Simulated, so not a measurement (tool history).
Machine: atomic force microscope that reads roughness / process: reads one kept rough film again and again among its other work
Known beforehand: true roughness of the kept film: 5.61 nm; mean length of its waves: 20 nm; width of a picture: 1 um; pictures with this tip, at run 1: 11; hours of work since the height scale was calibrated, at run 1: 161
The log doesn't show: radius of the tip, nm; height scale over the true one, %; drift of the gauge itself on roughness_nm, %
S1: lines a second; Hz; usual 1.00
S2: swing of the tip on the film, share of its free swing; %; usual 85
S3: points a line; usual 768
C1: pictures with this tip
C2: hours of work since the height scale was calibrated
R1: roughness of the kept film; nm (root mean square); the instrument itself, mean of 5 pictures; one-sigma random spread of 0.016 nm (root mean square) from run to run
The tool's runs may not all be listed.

Run 1, hour 0.0: usual settings; C1 11; C2 161. Result: R1 3.842 nm (root mean square).
Run 2, hour 44.0: usual settings; C1 64; C2 179. Result: R1 3.819 nm (root mean square).
Run 3, hour 94.0: usual settings but S2 64 %; C1 125; C2 199. Result: R1 4.169 nm (root mean square).
Run 4, hour 115.7: usual settings; C1 151; C2 208. Result: R1 3.824 nm (root mean square).
At hour 145.6: new tip fitted.
Run 5, hour 162.6: usual settings; C1 21; C2 227. Result: R1 3.814 nm (root mean square).
Run 6, hour 186.0: usual settings; C1 49; C2 237. Result: R1 3.835 nm (root mean square).
Run 7, hour 222.3: usual settings; C1 93; C2 251. Result: R1 3.774 nm (root mean square).
Run 8, hour 253.4: usual settings; C1 131; C2 264. Result: R1 3.793 nm (root mean square).
At hour 299.8: new tip fitted.
Run 9, hour 299.8: usual settings but S1 1.18 Hz, S2 87 %, S3 415; C1 0; C2 283. Result: R1 3.649 nm (root mean square).
Run 10, hour 345.4: usual settings but S1 1.18 Hz, S2 87 %, S3 415; C1 55; C2 302. Result: R1 3.647 nm (root mean square).
Run 11, hour 367.7: usual settings but S1 0.82 Hz, S2 71 %, S3 737; C1 82; C2 311. Result: R1 4.138 nm (root mean square).
Run 12, hour 410.8: usual settings but S1 0.61 Hz, S2 64 %, S3 375; C1 134; C2 328. Result: R1 4.183 nm (root mean square).
Run 13, hour 434.4: usual settings but S3 383; C1 163; C2 338. Result: R1 3.748 nm (root mean square).
At hour 455.3: new tip fitted.
Run 14, hour 483.2: usual settings but S1 0.58 Hz, S2 57 %, S3 986; C1 34; C2 358. Result: R1 4.337 nm (root mean square).
Run 15, hour 531.5: usual settings but S1 0.58 Hz, S2 57 %, S3 986; C1 93; C2 378. Result: R1 4.311 nm (root mean square).

Branching from run 15: 3 alternative next runs. What would each branch give?
Run A, hour 583.3: usual settings but S1 3.78 Hz, S2 57 %, S3 986; C1 155; C2 399. Result: R1 ?.
Run B, hour 583.3: usual settings but S1 2.54 Hz, S2 71 %, S3 764; C1 155; C2 399. Result: R1 ?.
Run C, hour 583.3: usual settings but S1 1.89 Hz, S2 57 %, S3 986; C1 155; C2 399. Result: R1 ?.

run     R1
  A  3.948
  B  3.717
  C  4.128
With no hidden state in the tool, these same runs would have given:
run     R1
  A  3.967
  B  3.735
  C  4.148
